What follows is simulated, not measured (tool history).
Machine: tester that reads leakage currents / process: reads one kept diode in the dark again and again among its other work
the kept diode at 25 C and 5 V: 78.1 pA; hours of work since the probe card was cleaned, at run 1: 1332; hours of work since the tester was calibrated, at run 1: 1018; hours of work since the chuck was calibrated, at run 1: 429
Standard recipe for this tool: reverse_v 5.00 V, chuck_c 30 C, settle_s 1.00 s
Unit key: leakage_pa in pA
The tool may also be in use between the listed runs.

run,hour,reverse_v,chuck_c,settle_s,hours of work since the probe card was cleaned,hours of work since the tester was calibrated,hours of work since the chuck was calibrated,leakage_pa
1,0.0,5.00,30,1.00,1332,1018,429,127.46
2,27.4,5.00,30,7.30,1353,1039,450,127.40
3,59.6,5.00,30,7.30,1378,1065,475,127.46
4,77.4,5.00,30,1.00,1392,1078,489,127.51
5,112.8,5.00,30,1.00,1419,1106,516,128.14
6,142.3,5.00,30,1.00,1442,1129,539,128.65
7,166.3,5.00,30,8.53,1461,1147,558,128.11
8,195.0,5.00,30,8.53,1483,1170,580,127.95
9,228.7,5.00,30,8.53,1509,1196,606,129.49
10,255.7,1.45,30,1.00,1530,1217,627,81.04
11,273.4,1.45,30,1.00,1544,1231,641,81.31
12,301.2,5.00,54,1.00,1566,1252,663,678.00
13,329.6,5.00,30,1.00,1588,1274,685,130.43
14,359.0,5.00,30,1.00,1611,1297,707,130.67
# hour 381.9: chuck's temperature calibrated
15,383.8,5.00,51,1.00,1628,1315,2,522.62
16,408.4,5.00,51,1.00,1647,1334,21,521.52
17,440.9,6.63,30,1.00,1673,1359,46,136.35
18,464.4,6.63,30,1.00,1691,1377,64,136.95
19,490.8,6.63,30,1.00,1711,1398,85,136.97
20,517.3,6.63,30,1.00,1732,1418,105,137.17
21,540.4,5.00,30,1.00,1750,1436,123,122.05
22,571.8,5.00,30,1.00,1774,1461,148,123.66
23,598.0,1.48,35,5.03,1795,1481,168,111.13
24,623.4,6.50,48,5.16,1814,1501,188,475.76
25,649.4,4.11,38,2.54,1835,1521,208,204.66
26,669.2,1.44,59,1.57,1850,1537,223,567.43
27,699.2,5.00,21,1.00,1873,1560,246,65.23
28,733.2,1.57,27,2.12,1900,1586,273,63.87
29,751.9,1.57,27,2.12,1914,1601,287,64.27
30,772.4,4.45,27,4.18,1930,1617,303,95.89
31,801.4,2.52,30,0.81,1953,1639,326,96.44
32,838.2,2.52,30,9.90,1981,1668,354,96.25
33,869.4,2.52,30,9.90,2005,1692,379,96.87
34,897.8,2.52,30,9.90,2028,1714,401,97.08
35,917.5,1.43,41,0.79,2043,1729,416,173.17
# hour 942.6: probe card cleaned and baked
36,945.2,5.00,39,1.00,2,1749,435,232.80
37,963.9,6.74,45,0.89,17,1763,450,397.20
38,985.4,6.74,38,0.89,33,1780,466,241.57
39,1020.5,4.57,22,1.06,61,1807,494,63.33
40,1041.2,4.29,22,3.64,77,1823,510,61.57
41,1057.1,6.57,51,1.00,89,1836,522,592.97

What if the next run were any one of these 3? Each begins from the tool's condition after run 41:
A,1082.3,7.38,51,1.00,109,1855,542,?
B,1082.3,17.04,56,2.46,109,1855,542,?
C,1082.3,5.00,21,1.00,109,1855,542,?

run,leakage_pa
A,617.22
B,1157.08
C,61.07
The same runs, with their run-to-run variation unchanged, on a tool lacking any hidden condition would have given:
run,leakage_pa
A,592.36
B,1111.88
C,57.70
